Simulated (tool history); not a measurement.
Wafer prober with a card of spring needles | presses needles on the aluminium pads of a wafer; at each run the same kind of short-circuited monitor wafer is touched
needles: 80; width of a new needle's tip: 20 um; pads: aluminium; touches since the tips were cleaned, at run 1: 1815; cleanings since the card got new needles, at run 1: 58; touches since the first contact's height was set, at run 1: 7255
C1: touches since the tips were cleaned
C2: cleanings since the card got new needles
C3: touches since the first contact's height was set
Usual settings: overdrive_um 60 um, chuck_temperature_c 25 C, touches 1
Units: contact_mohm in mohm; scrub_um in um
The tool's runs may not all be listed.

Run 1, hour 0: usual settings; C1 1815; C2 58; C3 7255. Result: contact_mohm 305 mohm, scrub_um 10.28 um.
At hour 6.1: tips cleaned on abrasive film.
At hour 20.7: tips cleaned on abrasive film.
At hour 32.9: tips cleaned on abrasive film.
At hour 47.1: tips cleaned on abrasive film.
Run 2, hour 48.4: usual settings but overdrive_um 62 um; C1 312; C2 62; C3 18066. Result: contact_mohm 281 mohm, scrub_um 10.55 um.
At hour 60.2: tips cleaned on abrasive film.
At hour 74: tips cleaned on abrasive film.
At hour 88.8: tips cleaned on abrasive film.
Run 3, hour 98.2: usual settings; C1 2096; C2 65; C3 29186. Result: contact_mohm 319 mohm, scrub_um 10.29 um.
At hour 101.2: tips cleaned on abrasive film.
At hour 114.9: tips cleaned on abrasive film.
Run 4, hour 122.7: usual settings; C1 1759; C2 67; C3 34673. Result: contact_mohm 310 mohm, scrub_um 10 um.
At hour 128.3: tips cleaned on abrasive film.
At hour 141.8: tips cleaned on abrasive film.
At hour 155.4: tips cleaned on abrasive film.
Run 5, hour 157.5: usual settings; C1 470; C2 70; C3 42424. Result: contact_mohm 280 mohm, scrub_um 10.15 um.
At hour 169.7: tips cleaned on abrasive film.
At hour 183.9: tips cleaned on abrasive film.
At hour 198.9: tips cleaned on abrasive film.
Run 6, hour 200.2: usual settings; C1 278; C2 73; C3 51962. Result: contact_mohm 277 mohm, scrub_um 10 um.
At hour 212.9: tips cleaned on abrasive film.
At hour 226.7: tips cleaned on abrasive film.
Run 7, hour 237.1: usual settings; C1 2331; C2 75; C3 60221. Result: contact_mohm 323 mohm, scrub_um 9.95 um.
At hour 240.2: tips cleaned on abrasive film.
At hour 252.9: tips cleaned on abrasive film.
At hour 266.5: tips cleaned on abrasive film.
Run 8, hour 275.3: usual settings; C1 1983; C2 78; C3 68762. Result: contact_mohm 314 mohm, scrub_um 9.85 um.
At hour 281.5: tips cleaned on abrasive film.
At hour 296.1: tips cleaned on abrasive film.
Run 9, hour 298.5: usual settings; C1 548; C2 80; C3 73934. Result: contact_mohm 289 mohm, scrub_um 10.04 um.
At hour 309.3: tips cleaned on abrasive film.
At hour 323.6: tips cleaned on abrasive film.
At hour 337.8: tips cleaned on abrasive film.
Run 10, hour 340.6: usual settings; C1 630; C2 83; C3 83336. Result: contact_mohm 293 mohm, scrub_um 9.72 um.
At hour 352.6: tips cleaned on abrasive film.
At hour 364.8: tips cleaned on abrasive film.
Run 11, hour 370.6: usual settings; C1 1312; C2 85; C3 90045. Result: contact_mohm 312 mohm, scrub_um 9.74 um.
At hour 379.8: tips cleaned on abrasive film.
At hour 394.6: tips cleaned on abrasive film.
At hour 408.1: tips cleaned on abrasive film.
Run 12, hour 411.4: usual settings; C1 736; C2 88; C3 99145. Result: contact_mohm 297 mohm, scrub_um 9.94 um.
At hour 422: tips cleaned on abrasive film.
Run 13, hour 431.5: usual settings; C1 2158; C2 89; C3 103665. Result: contact_mohm 323 mohm, scrub_um 10.04 um.
At hour 434.7: tips cleaned on abrasive film.
At hour 448.9: tips cleaned on abrasive film.
At hour 464.1: tips cleaned on abrasive film.
Run 14, hour 474.6: usual settings; C1 2358; C2 92; C3 113277. Result: contact_mohm 333 mohm, scrub_um 9.8 um.
At hour 477.3: tips cleaned on abrasive film.
At hour 490.7: tips cleaned on abrasive film.
At hour 505.7: tips cleaned on abrasive film.
Run 15, hour 517.5: usual settings but overdrive_um 52 um; C1 2662; C2 95; C3 122870. Result: contact_mohm 357 mohm, scrub_um 8.19 um.
At hour 520.6: tips cleaned on abrasive film.
At hour 534.5: tips cleaned on abrasive film.
At hour 548.1: tips cleaned on abrasive film.
Run 16, hour 550.7: usual settings but overdrive_um 67 um, chuck_temperature_c 43 C; C1 588; C2 98; C3 130269. Result: contact_mohm 289 mohm, scrub_um 10.82 um.
At hour 561.6: tips cleaned on abrasive film.
At hour 573.9: tips cleaned on abrasive film.
At hour 588.8: tips cleaned on abrasive film.
Run 17, hour 599.6: usual settings but chuck_temperature_c 52 C; C1 2447; C2 101; C3 141218. Result: contact_mohm 339 mohm, scrub_um 9.53 um.
At hour 602.8: tips cleaned on abrasive film.
At hour 617.2: tips cleaned on abrasive film.
At hour 630.6: tips cleaned on abrasive film.
At hour 643.5: tips cleaned on abrasive film.
Run 18, hour 643.5: usual settings but chuck_temperature_c 52 C; C1 0; C2 105; C3 151009. Result: contact_mohm 280 mohm, scrub_um 9.65 um.
At hour 658.2: tips cleaned on abrasive film.
At hour 672.5: tips cleaned on abrasive film.
Run 19, hour 674.2: usual settings but overdrive_um 73 um, chuck_temperature_c 54 C; C1 376; C2 107; C3 157859. Result: contact_mohm 279 mohm, scrub_um 11.46 um.
At hour 686.2: tips cleaned on abrasive film.
At hour 699.6: tips cleaned on abrasive film.
Run 20, hour 707.6: usual settings but overdrive_um 73 um, chuck_temperature_c 54 C; C1 1797; C2 109; C3 165327. Result: contact_mohm 309 mohm, scrub_um 11.67 um.
At hour 713.2: tips cleaned on abrasive film.
At hour 727: tips cleaned on abrasive film.
Run 21, hour 734.6: usual settings but overdrive_um 73 um, chuck_temperature_c 50 C, touches 2; C1 1700; C2 111; C3 171355. Result: contact_mohm 292 mohm, scrub_um 11.62 um.
At hour 740.7: tips cleaned on abrasive film.
At hour 753.5: tips cleaned on abrasive film.
At hour 767.9: tips cleaned on abrasive film.
At hour 777.2: height of the first contact set anew.
At hour 780.3: tips cleaned on abrasive film.
Run 22, hour 780.7: usual settings but overdrive_um 58 um, chuck_temperature_c 29 C, touches 2; C1 69; C2 115; C3 748. Result: contact_mohm 267 mohm, scrub_um 10.06 um.
At hour 794: tips cleaned on abrasive film.
At hour 808.8: tips cleaned on abrasive film.
Run 23, hour 811.7: usual settings but overdrive_um 64 um, chuck_temperature_c 45 C; C1 657; C2 117; C3 7683. Result: contact_mohm 291 mohm, scrub_um 11.15 um.
At hour 822.7: tips cleaned on abrasive film.
At hour 836.4: tips cleaned on abrasive film.
At hour 850.8: tips cleaned on abrasive film.
Run 24, hour 853.4: usual settings but overdrive_um 64 um, chuck_temperature_c 45 C; C1 600; C2 120; C3 17010. Result: contact_mohm 295 mohm, scrub_um 10.78 um.
At hour 865.2: tips cleaned on abrasive film.
Run 25, hour 874.1: usual settings but overdrive_um 61 um, chuck_temperature_c 37 C, touches 2; C1 1996; C2 121; C3 21629. Result: contact_mohm 304 mohm, scrub_um 10.15 um.
At hour 879.9: tips cleaned on abrasive film.
At hour 894.4: tips cleaned on abrasive film.
At hour 907.9: tips cleaned on abrasive film.
Run 26, hour 916: usual settings but overdrive_um 61 um, chuck_temperature_c 37 C, touches 2; C1 1821; C2 124; C3 30994. Result: contact_mohm 297 mohm, scrub_um 10.28 um.
At hour 920.3: tips cleaned on abrasive film.
At hour 935.3: tips cleaned on abrasive film.
At hour 950: tips cleaned on abrasive film.
Run 27, hour 953.8: usual settings but overdrive_um 61 um, chuck_temperature_c 44 C; C1 869; C2 127; C3 39449. Result: contact_mohm 307 mohm, scrub_um 9.94 um.
At hour 962.4: tips cleaned on abrasive film.
At hour 977.3: tips cleaned on abrasive film.
At hour 991.8: tips cleaned on abrasive film.
Run 28, hour 1000.3: usual settings but overdrive_um 46 um, touches 3; C1 1902; C2 130; C3 49827. Result: contact_mohm 308 mohm, scrub_um 7.62 um.
At hour 1006.2: tips cleaned on abrasive film.
At hour 1021.4: tips cleaned on abrasive film.
Run 29, hour 1023.9: usual settings but overdrive_um 46 um, touches 3; C1 558; C2 132; C3 55100. Result: contact_mohm 292 mohm, scrub_um 7.67 um.

Hidden state at the last listed run before each entry between runs and at the first one after, where it differs:
Between runs 1 and 2: tips cleaned on abrasive film (hour 6.1); tips cleaned on abrasive film (hour 20.7); tips cleaned on abrasive film (hour 32.9); tips cleaned on abrasive film (hour 47.1)
  debris on the tips, nm: 79.8 -> 28.7; way that the needles fall short of the set height, um: 0.18 -> 0.6; tips' diameter, um: 21.83 -> 21.98
  measured less the result without the state, contact_mohm: +48 -> +19 mohm; scrub_um: -0.03 -> -0.1 um
Between runs 2 and 3: tips cleaned on abrasive film (hour 60.2); tips cleaned on abrasive film (hour 74); tips cleaned on abrasive film (hour 88.8)
  debris on the tips, nm: 28.7 -> 89.5; way that the needles fall short of the set height, um: 0.6 -> 0.92; tips' diameter, um: 21.98 -> 22.09
  measured less the result without the state, contact_mohm: +19 -> +56 mohm; scrub_um: -0.1 -> -0.16 um
Between runs 3 and 4: tips cleaned on abrasive film (hour 101.2); tips cleaned on abrasive film (hour 114.9)
  debris on the tips, nm: 89.5 -> 79.8; way that the needles fall short of the set height, um: 0.92 -> 1.07; tips' diameter, um: 22.09 -> 22.14
  measured less the result without the state, contact_mohm: +56 -> +51 mohm; scrub_um: -0.16 -> -0.18 um
Between runs 4 and 5: tips cleaned on abrasive film (hour 128.3); tips cleaned on abrasive film (hour 141.8); tips cleaned on abrasive film (hour 155.4)
  debris on the tips, nm: 79.8 -> 33.9; way that the needles fall short of the set height, um: 1.07 -> 1.33; tips' diameter, um: 22.14 -> 22.23
  measured less the result without the state, contact_mohm: +51 -> +23 mohm; scrub_um: -0.18 -> -0.23 um
Between runs 5 and 6: tips cleaned on abrasive film (hour 169.7); tips cleaned on abrasive film (hour 183.9); tips cleaned on abrasive film (hour 198.9)
  debris on the tips, nm: 33.9 -> 28.4; way that the needles fall short of the set height, um: 1.33 -> 1.65; tips' diameter, um: 22.23 -> 22.35
  measured less the result without the state, contact_mohm: +23 -> +21 mohm; scrub_um: -0.23 -> -0.28 um
Between runs 6 and 7: tips cleaned on abrasive film (hour 212.9); tips cleaned on abrasive film (hour 226.7)
  debris on the tips, nm: 28.4 -> 94.7; way that the needles fall short of the set height, um: 1.65 -> 1.8; tips' diameter, um: 22.35 -> 22.4
  measured less the result without the state, contact_mohm: +21 -> +63 mohm; scrub_um: -0.28 -> -0.31 um
Between runs 7 and 8: tips cleaned on abrasive film (hour 240.2); tips cleaned on abrasive film (hour 252.9); tips cleaned on abrasive film (hour 266.5)
  debris on the tips, nm: 94.7 -> 78.8; way that the needles fall short of the set height, um: 1.8 -> 2.08; tips' diameter, um: 22.4 -> 22.5
  measured less the result without the state, contact_mohm: +63 -> +54 mohm; scrub_um: -0.31 -> -0.36 um
Between runs 8 and 9: tips cleaned on abrasive film (hour 281.5); tips cleaned on abrasive film (hour 296.1)
  debris on the tips, nm: 78.8 -> 41.4; way that the needles fall short of the set height, um: 2.08 -> 2.24; tips' diameter, um: 22.5 -> 22.55
  measured less the result without the state, contact_mohm: +54 -> +30 mohm; scrub_um: -0.36 -> -0.39 um
Between runs 9 and 10: tips cleaned on abrasive film (hour 309.3); tips cleaned on abrasive film (hour 323.6); tips cleaned on abrasive film (hour 337.8)
  debris on the tips, nm: 41.4 -> 51; way that the needles fall short of the set height, um: 2.24 -> 2.52; tips' diameter, um: 22.55 -> 22.65
  measured less the result without the state, contact_mohm: +30 -> +37 mohm; scrub_um: -0.39 -> -0.44 um
Between runs 10 and 11: tips cleaned on abrasive film (hour 352.6); tips cleaned on abrasive film (hour 364.8)
  debris on the tips, nm: 51 -> 76.2; way that the needles fall short of the set height, um: 2.52 -> 2.69; tips' diameter, um: 22.65 -> 22.71
  measured less the result without the state, contact_mohm: +37 -> +54 mohm; scrub_um: -0.44 -> -0.46 um
Between runs 11 and 12: tips cleaned on abrasive film (hour 379.8); tips cleaned on abrasive film (hour 394.6); tips cleaned on abrasive film (hour 408.1)
  debris on the tips, nm: 76.2 -> 50.3; way that the needles fall short of the set height, um: 2.69 -> 2.98; tips' diameter, um: 22.71 -> 22.81
  measured less the result without the state, contact_mohm: +54 -> +38 mohm; scrub_um: -0.46 -> -0.51 um
Between runs 12 and 13: tips cleaned on abrasive film (hour 422)
  debris on the tips, nm: 50.3 -> 88.7; way that the needles fall short of the set height, um: 2.98 -> 3.06; tips' diameter, um: 22.81 -> 22.84
  measured less the result without the state, contact_mohm: +38 -> +64 mohm; scrub_um: -0.51 -> -0.54 um
Between runs 13 and 14: tips cleaned on abrasive film (hour 434.7); tips cleaned on abrasive film (hour 448.9); tips cleaned on abrasive film (hour 464.1)
  debris on the tips, nm: 88.7 -> 96.9; way that the needles fall short of the set height, um: 3.06 -> 3.3; tips' diameter, um: 22.84 -> 22.92
  measured less the result without the state, contact_mohm: +64 -> +72 mohm; scrub_um: -0.54 -> -0.57 um
Between runs 14 and 15: tips cleaned on abrasive film (hour 477.3); tips cleaned on abrasive film (hour 490.7); tips cleaned on abrasive film (hour 505.7)
  debris on the tips, nm: 96.9 -> 94.9; way that the needles fall short of the set height, um: 3.3 -> 3.55; tips' diameter, um: 22.92 -> 23.01
  measured less the result without the state, contact_mohm: +72 -> +94 mohm; scrub_um: -0.57 -> -0.61 um
Between runs 15 and 16: tips cleaned on abrasive film (hour 520.6); tips cleaned on abrasive film (hour 534.5); tips cleaned on abrasive film (hour 548.1)
  debris on the tips, nm: 94.9 -> 40.9; way that the needles fall short of the set height, um: 3.55 -> 3.78; tips' diameter, um: 23.01 -> 23.09
  measured less the result without the state, contact_mohm: +94 -> +27 mohm; scrub_um: -0.61 -> -0.66 um
Between runs 16 and 17: tips cleaned on abrasive film (hour 561.6); tips cleaned on abrasive film (hour 573.9); tips cleaned on abrasive film (hour 588.8)
  debris on the tips, nm: 40.9 -> 96.9; way that the needles fall short of the set height, um: 3.78 -> 4.07; tips' diameter, um: 23.09 -> 23.19
  measured less the result without the state, contact_mohm: +27 -> +72 mohm; scrub_um: -0.66 -> -0.7 um
Between runs 17 and 18: tips cleaned on abrasive film (hour 602.8); tips cleaned on abrasive film (hour 617.2); tips cleaned on abrasive film (hour 630.6); tips cleaned on abrasive film (hour 643.5)
  debris on the tips, nm: 96.9 -> 8.7; way that the needles fall short of the set height, um: 4.07 -> 4.48; tips' diameter, um: 23.19 -> 23.34
  measured less the result without the state, contact_mohm: +72 -> +12 mohm; scrub_um: -0.7 -> -0.78 um
Between runs 18 and 19: tips cleaned on abrasive film (hour 658.2); tips cleaned on abrasive film (hour 672.5)
  debris on the tips, nm: 8.7 -> 32.4; way that the needles fall short of the set height, um: 4.48 -> 4.69; tips' diameter, um: 23.34 -> 23.41
  measured less the result without the state, contact_mohm: +12 -> +20 mohm; scrub_um: -0.78 -> -0.8 um
Between runs 19 and 20: tips cleaned on abrasive film (hour 686.2); tips cleaned on abrasive film (hour 699.6)
  debris on the tips, nm: 32.4 -> 86.6; way that the needles fall short of the set height, um: 4.69 -> 4.87; tips' diameter, um: 23.41 -> 23.47
  measured less the result without the state, contact_mohm: +20 -> +47 mohm; scrub_um: -0.8 -> -0.84 um
Between runs 20 and 21: tips cleaned on abrasive film (hour 713.2); tips cleaned on abrasive film (hour 727)
  debris on the tips, nm: 86.6 -> 79.8; way that the needles fall short of the set height, um: 4.87 -> 5.06; tips' diameter, um: 23.47 -> 23.54
  measured less the result without the state, contact_mohm: +47 -> +29 mohm; scrub_um: -0.84 -> -0.88 um
Between runs 21 and 22: tips cleaned on abrasive film (hour 740.7); tips cleaned on abrasive film (hour 753.5); tips cleaned on abrasive film (hour 767.9); height of the first contact set anew (hour 777.2); tips cleaned on abrasive film (hour 780.3)
  debris on the tips, nm: 79.8 -> 10.9; way that the needles fall short of the set height, um: 5.06 -> 0.08; tips' diameter, um: 23.54 -> 23.66
  measured less the result without the state, contact_mohm: +29 -> +8 mohm; scrub_um: -0.88 -> -0.01 um
Between runs 22 and 23: tips cleaned on abrasive film (hour 794); tips cleaned on abrasive film (hour 808.8)
  debris on the tips, nm: 10.9 -> 47.1; way that the needles fall short of the set height, um: 0.08 -> 0.28; tips' diameter, um: 23.66 -> 23.73
  measured less the result without the state, contact_mohm: +8 -> +30 mohm; scrub_um: -0.01 -> -0.05 um
Between runs 23 and 24: tips cleaned on abrasive film (hour 822.7); tips cleaned on abrasive film (hour 836.4); tips cleaned on abrasive film (hour 850.8)
  debris on the tips, nm: 47.1 -> 39.4; way that the needles fall short of the set height, um: 0.28 -> 0.6; tips' diameter, um: 23.73 -> 23.84
  measured less the result without the state, contact_mohm: +30 -> +27 mohm; scrub_um: -0.05 -> -0.1 um
Between runs 24 and 25: tips cleaned on abrasive film (hour 865.2)
  debris on the tips, nm: 39.4 -> 91.4; way that the needles fall short of the set height, um: 0.6 -> 0.68; tips' diameter, um: 23.84 -> 23.87
  measured less the result without the state, contact_mohm: +27 -> +40 mohm; scrub_um: -0.1 -> -0.12 um
Between runs 25 and 26: tips cleaned on abrasive film (hour 879.9); tips cleaned on abrasive film (hour 894.4); tips cleaned on abrasive film (hour 907.9)
  debris on the tips, nm: 91.4 -> 84.3; way that the needles fall short of the set height, um: 0.68 -> 0.98; tips' diameter, um: 23.87 -> 23.97
  measured less the result without the state, contact_mohm: +40 -> +37 mohm; scrub_um: -0.12 -> -0.17 um
Between runs 26 and 27: tips cleaned on abrasive film (hour 920.3); tips cleaned on abrasive film (hour 935.3); tips cleaned on abrasive film (hour 950)
  debris on the tips, nm: 84.3 -> 52.7; way that the needles fall short of the set height, um: 0.98 -> 1.25; tips' diameter, um: 23.97 -> 24.07
  measured less the result without the state, contact_mohm: +37 -> +40 mohm; scrub_um: -0.17 -> -0.21 um
Between runs 27 and 28: tips cleaned on abrasive film (hour 962.4); tips cleaned on abrasive film (hour 977.3); tips cleaned on abrasive film (hour 991.8)
  debris on the tips, nm: 52.7 -> 84.7; way that the needles fall short of the set height, um: 1.25 -> 1.53; tips' diameter, um: 24.07 -> 24.16
  measured less the result without the state, contact_mohm: +40 -> +43 mohm; scrub_um: -0.21 -> -0.26 um
Between runs 28 and 29: tips cleaned on abrasive film (hour 1006.2); tips cleaned on abrasive film (hour 1021.4)
  debris on the tips, nm: 84.7 -> 43.5; way that the needles fall short of the set height, um: 1.53 -> 1.73; tips' diameter, um: 24.16 -> 24.24
  measured less the result without the state, contact_mohm: +43 -> +26 mohm; scrub_um: -0.26 -> -0.3 um
